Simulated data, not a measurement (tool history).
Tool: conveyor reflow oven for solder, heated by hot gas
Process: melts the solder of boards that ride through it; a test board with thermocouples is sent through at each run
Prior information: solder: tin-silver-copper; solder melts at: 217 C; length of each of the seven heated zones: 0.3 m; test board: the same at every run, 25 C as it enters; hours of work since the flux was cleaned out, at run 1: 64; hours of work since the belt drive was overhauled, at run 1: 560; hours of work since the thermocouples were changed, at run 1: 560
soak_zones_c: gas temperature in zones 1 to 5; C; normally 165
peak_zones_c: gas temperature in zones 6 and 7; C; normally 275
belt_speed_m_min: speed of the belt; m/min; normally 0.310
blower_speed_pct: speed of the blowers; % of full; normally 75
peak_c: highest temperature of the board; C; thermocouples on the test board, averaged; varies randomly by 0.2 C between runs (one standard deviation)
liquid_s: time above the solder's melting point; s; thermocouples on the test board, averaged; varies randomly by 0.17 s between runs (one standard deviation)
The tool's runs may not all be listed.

run   hour  soak_zones_c  peak_zones_c  belt_speed_m_min  blower_speed_pct  hours of work since the flux was cleaned out  hours of work since the belt drive was overhauled  hours of work since the thermocouples were changed  peak_c  liquid_s
  1    0.0           165           275             0.310                75                                            64                                                560                                                 560   261.5      94.3
  2   14.5           165           275             0.310                75                                            73                                                570                                                 570   261.4      94.3
  3   26.9           165           275             0.310                75                                            82                                                578                                                 578   261.3      94.2
  4   37.4           165           275             0.310                75                                            88                                                585                                                 585   261.5      94.0
  5   48.7           165           275             0.310                75                                            96                                                592                                                 592   261.1      94.3
  6   69.0           165           275             0.310                75                                           109                                                606                                                 606   261.4      93.9
  7   90.9           165           275             0.285                75                                           124                                                620                                                 620   263.4     105.3
  8  110.1           165           275             0.310                71                                           136                                                633                                                 633   259.8      92.5
  9  126.4           165           275             0.272                71                                           147                                                644                                                 644   263.3     110.6
 10  147.8           165           271             0.272                71                                           161                                                658                                                 658   259.5     107.4
 11  160.4           165           271             0.272                71                                           170                                                666                                                 666   259.8     107.2
     166.3  -- belt drive overhauled, speed set with a stopwatch
 12  184.1           165           271             0.272                71                                           183                                                 12                                                 679   259.6     108.2
 13  201.2           165           271             0.296                71                                           194                                                 23                                                 690   257.6      96.6
 14  218.9           165           275             0.275                75                                           206                                                 35                                                 702   263.4     111.1
 15  239.3           152           275             0.341                75                                           219                                                 48                                                 716   255.5      75.2
 16  250.5           159           275             0.310                60                                           227                                                 56                                                 723   254.9      85.5
 17  270.9           159           275             0.338                60                                           240                                                 69                                                 736   251.7      73.5
     281.6  -- belt drive overhauled, speed set with a stopwatch, once more
 18  287.8           169           270             0.275                75                                           248                                                  4                                                 745   258.5     104.8
 19  308.5           175           268             0.275                85                                           262                                                 18                                                 759   259.0     109.5
 20  322.2           155           273             0.354                51                                           271                                                 27                                                 768   241.6      52.4

What does the tool deliver on the next run?
 21  337.3           165           280             0.327                75                                           281                                                 37                                                 778       ?         ?

{"run 21": {"peak_c": 261.8, "liquid_s": 87.1}}
Minus the tool's unlogged condition, the same run would have read peak_c 265.6 C, liquid_s 90.5 s.

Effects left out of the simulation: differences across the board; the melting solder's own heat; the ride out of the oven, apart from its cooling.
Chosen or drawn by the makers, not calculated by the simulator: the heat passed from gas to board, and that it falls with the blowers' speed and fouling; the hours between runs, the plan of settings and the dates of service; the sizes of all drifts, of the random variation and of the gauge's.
